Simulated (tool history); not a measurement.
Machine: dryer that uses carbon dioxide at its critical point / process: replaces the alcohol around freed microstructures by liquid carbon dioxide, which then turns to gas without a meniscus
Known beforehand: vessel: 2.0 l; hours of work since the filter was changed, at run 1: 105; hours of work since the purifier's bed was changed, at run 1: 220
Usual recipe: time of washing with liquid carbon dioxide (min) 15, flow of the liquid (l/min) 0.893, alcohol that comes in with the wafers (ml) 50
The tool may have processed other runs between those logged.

| run | hour | time of washing with liquid carbon dioxide (min) | flow of the liquid (l/min) | alcohol that comes in with the wafers (ml) | hours of work since the filter was changed | hours of work since the purifier's bed was changed | alcohol left in the vessel before it's heated (ppm by volume) |
|---|---|---|---|---|---|---|---|
| 1 | 0.0 | 15 | 0.893 | 50 | 105 | 220 | 352 |
| 2 | 6.0 | 15 | 0.893 | 50 | 109 | 223 | 359 |
| 3 | 12.4 | 15 | 0.893 | 50 | 112 | 227 | 354 |
| 4 | 24.0 | 15 | 0.893 | 50 | 119 | 234 | 370 |
| 5 | 29.3 | 15 | 1.195 | 50 | 122 | 237 | 164 |
| 6 | 40.8 | 15 | 1.195 | 50 | 129 | 243 | 170 |
| 7 | 45.9 | 15 | 1.195 | 50 | 132 | 246 | 174 |
| 8 | 52.1 | 14 | 1.195 | 50 | 135 | 250 | 203 |
| 9 | 59.9 | 15 | 0.893 | 50 | 140 | 254 | 394 |
| 10 | 68.8 | 15 | 0.893 | 33 | 145 | 259 | 300 |
| 11 | 73.8 | 15 | 0.893 | 50 | 147 | 262 | 391 |
| 12 | 80.3 | 17 | 0.893 | 50 | 151 | 266 | 276 |
| 13 | 89.9 | 17 | 0.893 | 50 | 157 | 271 | 280 |
| 14 | 97.8 | 17 | 0.893 | 50 | 161 | 276 | 286 |
| 15 | 104.6 | 15 | 0.893 | 22 | 165 | 280 | 271 |
| 16 | 110.3 | 20 | 0.893 | 50 | 168 | 283 | 200 |
| 17 | 119.2 | 20 | 0.893 | 50 | 173 | 288 | 206 |
| 18 | 125.7 | 20 | 0.893 | 50 | 177 | 292 | 206 |
| 19 | 130.6 | 20 | 0.893 | 50 | 180 | 294 | 215 |
| 20 | 136.5 | 20 | 0.893 | 50 | 183 | 298 | 208 |
| 21 | 142.0 | 15 | 0.971 | 50 | 186 | 301 | 328 |
| 22 | 151.4 | 15 | 0.971 | 50 | 192 | 306 | 337 |
| 23 | 156.4 | 15 | 0.971 | 50 | 195 | 309 | 352 |
|  | 165.3 | inlet filter changed |
| 24 | 165.6 | 10 | 0.600 | 60 | 0 | 314 | 3816 |
| 25 | 175.1 | 15 | 1.436 | 23 | 6 | 319 | 167 |
| 26 | 181.9 | 15 | 1.436 | 23 | 9 | 323 | 166 |
| 27 | 191.8 | 10 | 0.893 | 94 | 15 | 329 | 2100 |
| 28 | 198.9 | 10 | 0.577 | 34 | 19 | 333 | 2466 |
| 29 | 208.9 | 10 | 0.554 | 56 | 25 | 338 | 4195 |
| 30 | 214.1 | 15 | 0.556 | 50 | 28 | 341 | 1545 |
| 31 | 219.8 | 15 | 0.556 | 50 | 31 | 345 | 1535 |
| 32 | 227.7 | 21 | 0.893 | 50 | 36 | 349 | 198 |
| 33 | 234.5 | 11 | 0.838 | 37 | 39 | 353 | 871 |
| 34 | 240.3 | 12 | 1.477 | 37 | 43 | 356 | 208 |
| 35 | 245.9 | 15 | 0.567 | 115 | 46 | 360 | 3246 |
| 36 | 252.8 | 15 | 0.893 | 85 | 50 | 364 | 564 |
| 37 | 262.3 | 15 | 0.893 | 85 | 55 | 369 | 576 |
| 38 | 267.8 | 15 | 0.592 | 50 | 58 | 372 | 1359 |
| 39 | 273.4 | 12 | 1.093 | 50 | 62 | 375 | 417 |
| 40 | 282.1 | 17 | 0.698 | 86 | 67 | 380 | 890 |
| 41 | 293.5 | 9 | 1.238 | 50 | 73 | 387 | 672 |
| 42 | 303.4 | 9 | 1.238 | 50 | 79 | 392 | 670 |
| 43 | 310.3 | 13 | 1.036 | 50 | 83 | 396 | 416 |
| 44 | 315.9 | 11 | 0.893 | 50 | 86 | 400 | 1009 |
| 45 | 325.1 | 10 | 0.893 | 20 | 91 | 405 | 657 |
| 46 | 331.3 | 10 | 0.893 | 20 | 95 | 408 | 659 |

Alternative continuations, all from the tool just after run 46; predict every row:
| A | 339.3 | 15 | 0.568 | 20 | 99 | 413 | ? |
| B | 339.3 | 14 | 0.760 | 50 | 99 | 413 | ? |
| C | 339.3 | 21 | 0.893 | 81 | 99 | 413 | ? |

| run | alcohol left in the vessel before it's heated (ppm by volume) |
|---|---|
| A | 771 |
| B | 843 |
| C | 273 |
The same runs, with their run-to-run variation unchanged, on a tool lacking any hidden condition would have given:
| run | alcohol left in the vessel before it's heated (ppm by volume) |
|---|---|
| A | 510 |
| B | 556 |
| C | 53 |
